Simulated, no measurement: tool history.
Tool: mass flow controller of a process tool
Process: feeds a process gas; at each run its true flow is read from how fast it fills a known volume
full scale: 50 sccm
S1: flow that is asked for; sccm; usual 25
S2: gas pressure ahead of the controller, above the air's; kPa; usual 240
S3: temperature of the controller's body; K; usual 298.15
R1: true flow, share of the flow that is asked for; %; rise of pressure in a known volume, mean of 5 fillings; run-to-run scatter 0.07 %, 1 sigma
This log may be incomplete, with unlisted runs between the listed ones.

Run 1, hour 0.0: usual settings. Result: R1 101.94 %.
Run 2, hour 390.4: usual settings. Result: R1 101.98 %.
Run 3, hour 644.0: usual settings but S3 311.15 K. Result: R1 103.50 %.
At hour 747.3: controller exchanged for a calibrated one.
Run 4, hour 1175.8: usual settings but S2 205 kPa, S3 311.15 K. Result: R1 100.82 %.
Run 5, hour 1604.3: usual settings but S2 205 kPa, S3 311.15 K. Result: R1 100.73 %.
Run 6, hour 2020.0: usual settings but S2 205 kPa, S3 311.15 K. Result: R1 100.57 %.
Run 7, hour 2322.4: usual settings but S3 309.15 K. Result: R1 100.61 %.
Run 8, hour 2863.8: usual settings but S3 309.15 K. Result: R1 100.64 %.
Run 9, hour 3377.6: usual settings. Result: R1 99.19 %.
Run 10, hour 3814.3: usual settings but S2 170 kPa. Result: R1 99.09 %.
Run 11, hour 4386.9: usual settings but S1 20 sccm, S2 186 kPa. Result: R1 98.85 %.
Run 12, hour 4950.7: usual settings but S1 20 sccm, S2 203 kPa, S3 311.15 K. Result: R1 100.31 %.
Run 13, hour 5315.8: usual settings but S1 20 sccm, S2 203 kPa, S3 311.15 K. Result: R1 100.25 %.
Run 14, hour 5673.2: usual settings but S1 20 sccm, S2 203 kPa, S3 296.15 K. Result: R1 98.54 %.
Run 15, hour 6038.6: usual settings but S2 208 kPa, S3 297.15 K. Result: R1 98.94 %.
Run 16, hour 6567.7: usual settings but S2 208 kPa, S3 297.15 K. Result: R1 98.91 %.
Run 17, hour 6915.5: usual settings but S1 5 sccm, S2 154 kPa. Result: R1 94.52 %.
At hour 7361.4: controller's zero set anew.
Run 18, hour 7367.9: usual settings but S1 41 sccm, S2 202 kPa, S3 302.15 K. Result: R1 101.07 %.
Run 19, hour 7748.9: usual settings but S1 16 sccm, S2 193 kPa, S3 293.15 K. Result: R1 99.17 %.
Run 20, hour 8229.9: usual settings but S1 24 sccm, S2 257 kPa, S3 306.15 K. Result: R1 101.07 %.

Branching from run 20: 3 alternative next runs. What would each branch give?
Run A, hour 8517.6: usual settings but S1 27 sccm, S2 205 kPa. Result: R1 ?.
Run B, hour 8517.6: usual settings but S1 24 sccm, S2 257 kPa, S3 305.15 K. Result: R1 ?.
Run C, hour 8517.6: usual settings but S1 32 sccm, S2 257 kPa, S3 306.15 K. Result: R1 ?.

run      R1
  A  100.00
  B  100.93
  C  101.20
Take away the tool's hidden state, keep each run's random variation, and the runs would have read:
run      R1
  A   99.27
  B  100.22
  C  100.43

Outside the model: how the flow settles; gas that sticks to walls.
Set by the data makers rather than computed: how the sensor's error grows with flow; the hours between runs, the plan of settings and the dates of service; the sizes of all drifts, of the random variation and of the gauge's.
